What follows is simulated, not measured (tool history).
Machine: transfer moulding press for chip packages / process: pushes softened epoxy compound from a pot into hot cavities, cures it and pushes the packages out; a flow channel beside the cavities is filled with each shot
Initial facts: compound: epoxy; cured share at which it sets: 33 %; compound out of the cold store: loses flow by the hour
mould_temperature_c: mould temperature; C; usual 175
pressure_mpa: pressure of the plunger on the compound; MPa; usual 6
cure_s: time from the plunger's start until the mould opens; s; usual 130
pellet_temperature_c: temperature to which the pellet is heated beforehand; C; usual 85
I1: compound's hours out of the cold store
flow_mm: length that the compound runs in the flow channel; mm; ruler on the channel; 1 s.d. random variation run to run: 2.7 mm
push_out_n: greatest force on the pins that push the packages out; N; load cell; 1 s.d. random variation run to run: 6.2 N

{"run": 1, "day": 0.0, "mould_temperature_c": 175, "pressure_mpa": 6, "cure_s": 130, "pellet_temperature_c": 85, "I1": 31.1, "flow_mm": 505, "push_out_n": 458}
{"day": 1.525, "done": "cavities cleaned with cleaning compound and waxed"}
{"run": 2, "day": 2.812, "mould_temperature_c": 175, "pressure_mpa": 6, "cure_s": 130, "pellet_temperature_c": 85, "I1": 31.2, "flow_mm": 503, "push_out_n": 388}
{"day": 5.738, "done": "cavities cleaned with cleaning compound and waxed"}
{"run": 3, "day": 5.975, "mould_temperature_c": 175, "pressure_mpa": 6, "cure_s": 130, "pellet_temperature_c": 85, "I1": 43.9, "flow_mm": 476, "push_out_n": 276}
{"day": 7.608, "done": "plunger's sealing rings changed"}
{"run": 4, "day": 7.738, "mould_temperature_c": 175, "pressure_mpa": 6, "cure_s": 130, "pellet_temperature_c": 85, "I1": 37.3, "flow_mm": 507, "push_out_n": 441}
{"day": 9.896, "done": "cavities cleaned with cleaning compound and waxed"}
{"run": 5, "day": 10.767, "mould_temperature_c": 175, "pressure_mpa": 6, "cure_s": 130, "pellet_temperature_c": 85, "I1": 40.7, "flow_mm": 500, "push_out_n": 352}
{"day": 13.892, "done": "cavities cleaned with cleaning compound and waxed"}
{"run": 6, "day": 13.892, "mould_temperature_c": 175, "pressure_mpa": 6, "cure_s": 130, "pellet_temperature_c": 85, "I1": 17.2, "flow_mm": 534, "push_out_n": 234}
{"run": 7, "day": 16.688, "mould_temperature_c": 175, "pressure_mpa": 6, "cure_s": 130, "pellet_temperature_c": 77, "I1": 46.2, "flow_mm": 479, "push_out_n": 481}
{"day": 17.983, "done": "cavities cleaned with cleaning compound and waxed"}
{"run": 8, "day": 19.396, "mould_temperature_c": 175, "pressure_mpa": 6, "cure_s": 130, "pellet_temperature_c": 89, "I1": 21.2, "flow_mm": 521, "push_out_n": 422}
{"run": 9, "day": 21.658, "mould_temperature_c": 175, "pressure_mpa": 6, "cure_s": 130, "pellet_temperature_c": 80, "I1": 18.4, "flow_mm": 519, "push_out_n": 527}
{"day": 22.154, "done": "plunger's sealing rings changed"}
{"day": 22.217, "done": "cavities cleaned with cleaning compound and waxed"}
{"run": 10, "day": 24.867, "mould_temperature_c": 175, "pressure_mpa": 6, "cure_s": 130, "pellet_temperature_c": 80, "I1": 13.1, "flow_mm": 547, "push_out_n": 498}
{"day": 26.421, "done": "cavities cleaned with cleaning compound and waxed"}
{"run": 11, "day": 28.154, "mould_temperature_c": 175, "pressure_mpa": 6, "cure_s": 130, "pellet_temperature_c": 80, "I1": 44.3, "flow_mm": 484, "push_out_n": 411}
{"day": 30.429, "done": "cavities cleaned with cleaning compound and waxed"}
{"run": 12, "day": 31.492, "mould_temperature_c": 175, "pressure_mpa": 4.99, "cure_s": 130, "pellet_temperature_c": 85, "I1": 33.9, "flow_mm": 455, "push_out_n": 381}
{"run": 13, "day": 33.067, "mould_temperature_c": 175, "pressure_mpa": 4.99, "cure_s": 130, "pellet_temperature_c": 85, "I1": 31.1, "flow_mm": 457, "push_out_n": 489}
{"day": 33.304, "done": "mould's thermocouples calibrated"}
{"day": 34.588, "done": "cavities cleaned with cleaning compound and waxed"}
{"run": 14, "day": 36.175, "mould_temperature_c": 175, "pressure_mpa": 4.99, "cure_s": 130, "pellet_temperature_c": 92, "I1": 26.1, "flow_mm": 461, "push_out_n": 444}
{"day": 36.917, "done": "plunger's sealing rings changed"}
{"day": 38.696, "done": "cavities cleaned with cleaning compound and waxed"}
{"run": 15, "day": 38.696, "mould_temperature_c": 175, "pressure_mpa": 4.99, "cure_s": 130, "pellet_temperature_c": 92, "I1": 39, "flow_mm": 459, "push_out_n": 249}
{"run": 16, "day": 40.425, "mould_temperature_c": 175, "pressure_mpa": 4.99, "cure_s": 130, "pellet_temperature_c": 92, "I1": 28.3, "flow_mm": 472, "push_out_n": 442}
{"run": 17, "day": 41.854, "mould_temperature_c": 175, "pressure_mpa": 5.37, "cure_s": 141, "pellet_temperature_c": 85, "I1": 27.8, "flow_mm": 493, "push_out_n": 488}
{"day": 42.971, "done": "cavities cleaned with cleaning compound and waxed"}
{"run": 18, "day": 44.75, "mould_temperature_c": 175, "pressure_mpa": 5.88, "cure_s": 125, "pellet_temperature_c": 77, "I1": 39.6, "flow_mm": 485, "push_out_n": 479}
{"run": 19, "day": 46.096, "mould_temperature_c": 174, "pressure_mpa": 4.63, "cure_s": 124, "pellet_temperature_c": 85, "I1": 46.3, "flow_mm": 420, "push_out_n": 548}
{"day": 47.05, "done": "cavities cleaned with cleaning compound and waxed"}
{"day": 47.838, "done": "mould's thermocouples calibrated, once more"}
{"run": 20, "day": 49.242, "mould_temperature_c": 175, "pressure_mpa": 7.09, "cure_s": 110, "pellet_temperature_c": 83, "I1": 31.3, "flow_mm": 539, "push_out_n": 548}
{"day": 51.325, "done": "cavities cleaned with cleaning compound and waxed"}
{"day": 51.671, "done": "plunger's sealing rings changed"}
{"run": 21, "day": 52.3, "mould_temperature_c": 172, "pressure_mpa": 7.09, "cure_s": 110, "pellet_temperature_c": 83, "I1": 45, "flow_mm": 545, "push_out_n": 521}
{"run": 22, "day": 53.642, "mould_temperature_c": 172, "pressure_mpa": 7.09, "cure_s": 110, "pellet_temperature_c": 83, "I1": 23.9, "flow_mm": 578, "push_out_n": 726}
{"day": 55.583, "done": "cavities cleaned with cleaning compound and waxed"}
{"run": 23, "day": 56.492, "mould_temperature_c": 172, "pressure_mpa": 7.09, "cure_s": 110, "pellet_temperature_c": 89, "I1": 26.2, "flow_mm": 574, "push_out_n": 553}
{"run": 24, "day": 57.942, "mould_temperature_c": 172, "pressure_mpa": 5.04, "cure_s": 140, "pellet_temperature_c": 79, "I1": 12.3, "flow_mm": 506, "push_out_n": 479}
{"day": 59.612, "done": "cavities cleaned with cleaning compound and waxed"}
{"run": 25, "day": 60.058, "mould_temperature_c": 172, "pressure_mpa": 5.04, "cure_s": 140, "pellet_temperature_c": 79, "I1": 12.4, "flow_mm": 504, "push_out_n": 329}
{"run": 26, "day": 62.808, "mould_temperature_c": 178, "pressure_mpa": 6, "cure_s": 131, "pellet_temperature_c": 77, "I1": 36.3, "flow_mm": 483, "push_out_n": 482}

Alternative continuations, all from the tool just after run 26; predict every row:
{"day": 63.721, "done": "cavities cleaned with cleaning compound and waxed"}
{"run": "A", "day": 65.442, "mould_temperature_c": 169, "pressure_mpa": 4.58, "cure_s": 159, "pellet_temperature_c": 85, "I1": 45.5, "flow_mm": "?", "push_out_n": "?"}
{"day": 63.721, "done": "cavities cleaned with cleaning compound and waxed"}
{"run": "B", "day": 65.442, "mould_temperature_c": 175, "pressure_mpa": 6, "cure_s": 148, "pellet_temperature_c": 76, "I1": 33.1, "flow_mm": "?", "push_out_n": "?"}
{"day": 63.721, "done": "cavities cleaned with cleaning compound and waxed"}
{"run": "C", "day": 65.442, "mould_temperature_c": 175, "pressure_mpa": 5.5, "cure_s": 130, "pellet_temperature_c": 85, "I1": 12.9, "flow_mm": "?", "push_out_n": "?"}
{"day": 63.721, "done": "cavities cleaned with cleaning compound and waxed"}
{"run": "D", "day": 65.442, "mould_temperature_c": 169, "pressure_mpa": 6, "cure_s": 148, "pellet_temperature_c": 83, "I1": 36.1, "flow_mm": "?", "push_out_n": "?"}

run=A flow_mm=426 push_out_n=432
run=B flow_mm=494 push_out_n=412
run=C flow_mm=510 push_out_n=427
run=D flow_mm=503 push_out_n=445
Had the tool no hidden state, the same runs would have come out as:
run=A flow_mm=445 push_out_n=240
run=B flow_mm=515 push_out_n=232
run=C flow_mm=532 push_out_n=237
run=D flow_mm=525 push_out_n=249
